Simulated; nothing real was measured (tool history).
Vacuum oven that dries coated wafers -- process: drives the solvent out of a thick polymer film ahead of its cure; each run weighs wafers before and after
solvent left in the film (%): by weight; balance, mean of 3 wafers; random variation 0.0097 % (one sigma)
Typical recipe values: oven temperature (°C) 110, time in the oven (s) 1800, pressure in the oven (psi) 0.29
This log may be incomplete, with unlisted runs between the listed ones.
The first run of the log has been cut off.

{"run": 2, "day": 3.142, "oven temperature (°C)": 110, "time in the oven (s)": 1800, "pressure in the oven (psi)": 0.29, "solvent left in the film (%)": 1.571}
{"run": 3, "day": 5.188, "oven temperature (°C)": 110, "time in the oven (s)": 1800, "pressure in the oven (psi)": 0.29, "solvent left in the film (%)": 1.581}
{"day": 6.604, "done": "oven's thermocouples calibrated"}
{"run": 4, "day": 9.112, "oven temperature (°C)": 110, "time in the oven (s)": 1800, "pressure in the oven (psi)": 0.29, "solvent left in the film (%)": 1.578}
{"run": 5, "day": 12.246, "oven temperature (°C)": 110, "time in the oven (s)": 1800, "pressure in the oven (psi)": 0.29, "solvent left in the film (%)": 1.578}
{"run": 6, "day": 14.921, "oven temperature (°C)": 110, "time in the oven (s)": 1800, "pressure in the oven (psi)": 0.29, "solvent left in the film (%)": 1.576}
{"run": 7, "day": 19.383, "oven temperature (°C)": 110, "time in the oven (s)": 1800, "pressure in the oven (psi)": 0.29, "solvent left in the film (%)": 1.578}
{"run": 8, "day": 23.746, "oven temperature (°C)": 103, "time in the oven (s)": 1800, "pressure in the oven (psi)": 0.29, "solvent left in the film (%)": 2.677}
{"run": 9, "day": 27.483, "oven temperature (°C)": 103, "time in the oven (s)": 1800, "pressure in the oven (psi)": 0.29, "solvent left in the film (%)": 2.696}
{"run": 10, "day": 29.925, "oven temperature (°C)": 99, "time in the oven (s)": 1800, "pressure in the oven (psi)": 0.29, "solvent left in the film (%)": 3.541}
{"run": 11, "day": 33.725, "oven temperature (°C)": 99, "time in the oven (s)": 1800, "pressure in the oven (psi)": 0.29, "solvent left in the film (%)": 3.531}
{"run": 12, "day": 37.979, "oven temperature (°C)": 99, "time in the oven (s)": 1800, "pressure in the oven (psi)": 0.29, "solvent left in the film (%)": 3.559}
{"run": 13, "day": 41.983, "oven temperature (°C)": 110, "time in the oven (s)": 1800, "pressure in the oven (psi)": 0.29, "solvent left in the film (%)": 1.574}
{"run": 14, "day": 45.625, "oven temperature (°C)": 110, "time in the oven (s)": 1800, "pressure in the oven (psi)": 0.29, "solvent left in the film (%)": 1.554}
{"run": 15, "day": 48.996, "oven temperature (°C)": 110, "time in the oven (s)": 1800, "pressure in the oven (psi)": 0.29, "solvent left in the film (%)": 1.57}
{"run": 16, "day": 52.521, "oven temperature (°C)": 110, "time in the oven (s)": 1800, "pressure in the oven (psi)": 0.29, "solvent left in the film (%)": 1.565}
{"run": 17, "day": 54.9, "oven temperature (°C)": 99, "time in the oven (s)": 1800, "pressure in the oven (psi)": 0.29, "solvent left in the film (%)": 3.553}
{"run": 18, "day": 58.496, "oven temperature (°C)": 110, "time in the oven (s)": 1800, "pressure in the oven (psi)": 0.202, "solvent left in the film (%)": 1.236}
{"run": 19, "day": 61.183, "oven temperature (°C)": 110, "time in the oven (s)": 1800, "pressure in the oven (psi)": 0.29, "solvent left in the film (%)": 1.571}
{"run": 20, "day": 64.904, "oven temperature (°C)": 110, "time in the oven (s)": 1800, "pressure in the oven (psi)": 0.29, "solvent left in the film (%)": 1.581}
{"run": 21, "day": 68.558, "oven temperature (°C)": 110, "time in the oven (s)": 1800, "pressure in the oven (psi)": 0.29, "solvent left in the film (%)": 1.564}
{"run": 22, "day": 71.812, "oven temperature (°C)": 119, "time in the oven (s)": 1800, "pressure in the oven (psi)": 0.29, "solvent left in the film (%)": 0.898}
{"run": 23, "day": 75.538, "oven temperature (°C)": 119, "time in the oven (s)": 3000, "pressure in the oven (psi)": 0.29, "solvent left in the film (%)": 0.836}

Run 24 comes next. What will it give?
{"run": 24, "day": 78.796, "oven temperature (°C)": 119, "time in the oven (s)": 3000, "pressure in the oven (psi)": 0.29, "solvent left in the film (%)": "?"}

solvent left in the film (%): 0.84
Without the tool's hidden state the same run would have given solvent left in the film (%) 0.84.
